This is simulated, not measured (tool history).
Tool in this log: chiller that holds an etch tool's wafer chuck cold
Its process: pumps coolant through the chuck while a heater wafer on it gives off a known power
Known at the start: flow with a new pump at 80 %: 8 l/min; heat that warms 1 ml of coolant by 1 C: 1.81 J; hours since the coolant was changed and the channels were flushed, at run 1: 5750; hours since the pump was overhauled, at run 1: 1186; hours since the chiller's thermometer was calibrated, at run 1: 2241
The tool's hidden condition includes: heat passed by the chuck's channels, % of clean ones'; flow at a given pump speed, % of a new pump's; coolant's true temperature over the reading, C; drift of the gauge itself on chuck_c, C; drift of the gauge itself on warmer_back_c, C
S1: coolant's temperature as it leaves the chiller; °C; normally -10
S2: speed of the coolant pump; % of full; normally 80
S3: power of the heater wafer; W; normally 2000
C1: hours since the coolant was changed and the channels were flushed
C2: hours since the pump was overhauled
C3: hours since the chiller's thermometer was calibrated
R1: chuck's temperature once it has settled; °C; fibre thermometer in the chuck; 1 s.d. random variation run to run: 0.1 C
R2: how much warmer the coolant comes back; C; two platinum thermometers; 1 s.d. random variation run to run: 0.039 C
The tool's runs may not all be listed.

Run 1, hour 0: usual settings; C1 5750; C2 1186; C3 2241. Result: R1 4.6 °C, R2 8.31 C.
Run 2, hour 48.6: usual settings; C1 5799; C2 1235; C3 2289. Result: R1 4.7 °C, R2 8.27 C.
Run 3, hour 104.7: usual settings; C1 5855; C2 1291; C3 2345. Result: R1 4.6 °C, R2 8.23 C.
Run 4, hour 162.8: usual settings but S3 2439 W; C1 5913; C2 1349; C3 2403. Result: R1 7.7 °C, R2 10.03 C.
Run 5, hour 189.3: usual settings but S2 67 % of full; C1 5939; C2 1376; C3 2430. Result: R1 6.9 °C, R2 9.83 C.
Run 6, hour 217.8: usual settings but S2 67 % of full; C1 5968; C2 1404; C3 2458. Result: R1 6.5 °C, R2 9.79 C.
Run 7, hour 278.1: usual settings but S1 -17 °C; C1 6028; C2 1465; C3 2519. Result: R1 -2.4 °C, R2 8.22 C.
Run 8, hour 332.5: usual settings but S3 1742 W; C1 6082; C2 1519; C3 2573. Result: R1 2.7 °C, R2 7.06 C.
Run 9, hour 376.3: usual settings but S2 84 % of full, S3 2442 W; C1 6126; C2 1563; C3 2617. Result: R1 7.3 °C, R2 9.46 C.
Run 10, hour 412.4: usual settings but S1 -6 °C, S2 63 % of full; C1 6162; C2 1599; C3 2653. Result: R1 11.4 °C, R2 10.31 C.
Run 11, hour 464.5: usual settings but S1 -19 °C, S3 2281 W; C1 6214; C2 1651; C3 2705. Result: R1 -2.3 °C, R2 9.27 C.
Run 12, hour 514.6: usual settings but S1 -19 °C, S3 2281 W; C1 6265; C2 1701; C3 2755. Result: R1 -2.4 °C, R2 9.22 C.
At hour 521.5: chiller's thermometer calibrated.
Run 13, hour 562.2: usual settings but S1 -19 °C, S2 61 % of full, S3 1172 W; C1 6311; C2 1748; C3 41. Result: R1 -8.5 °C, R2 6.09 C.
Run 14, hour 595: usual settings but S1 -11 °C, S2 96 % of full, S3 1485 W; C1 6344; C2 1780; C3 73. Result: R1 -1.6 °C, R2 4.84 C.
Run 15, hour 626: usual settings but S1 -15 °C, S2 83 % of full, S3 2067 W; C1 6375; C2 1811; C3 104. Result: R1 -0.2 °C, R2 8 C.

Branching from run 15: 4 alternative next runs. What would each branch give?
Run A, hour 684.6: usual settings but S1 -15 °C, S2 89 % of full, S3 2067 W; C1 6434; C2 1870; C3 163. Result: R1 ?, R2 ?.
Run B, hour 684.6: usual settings but S1 -6 °C, S2 89 % of full, S3 1735 W; C1 6434; C2 1870; C3 163. Result: R1 ?, R2 ?.
Run C, hour 684.6: usual settings but S1 -9 °C, S2 62 % of full, S3 2827 W; C1 6434; C2 1870; C3 163. Result: R1 ?, R2 ?.
Run D, hour 684.6: usual settings but S1 -4 °C, S2 77 % of full, S3 1152 W; C1 6434; C2 1870; C3 163. Result: R1 ?, R2 ?.

run    R1     R2
  A  -1.1   7.46
  B   5.7   6.13
  C    16  14.81
  D   4.6   4.71
With the hidden condition removed and each run's random variation left untouched, the same runs would have given:
run    R1     R2
  A  -1.1   7.74
  B   5.6   6.41
  C    16  15.09
  D   4.5   4.99

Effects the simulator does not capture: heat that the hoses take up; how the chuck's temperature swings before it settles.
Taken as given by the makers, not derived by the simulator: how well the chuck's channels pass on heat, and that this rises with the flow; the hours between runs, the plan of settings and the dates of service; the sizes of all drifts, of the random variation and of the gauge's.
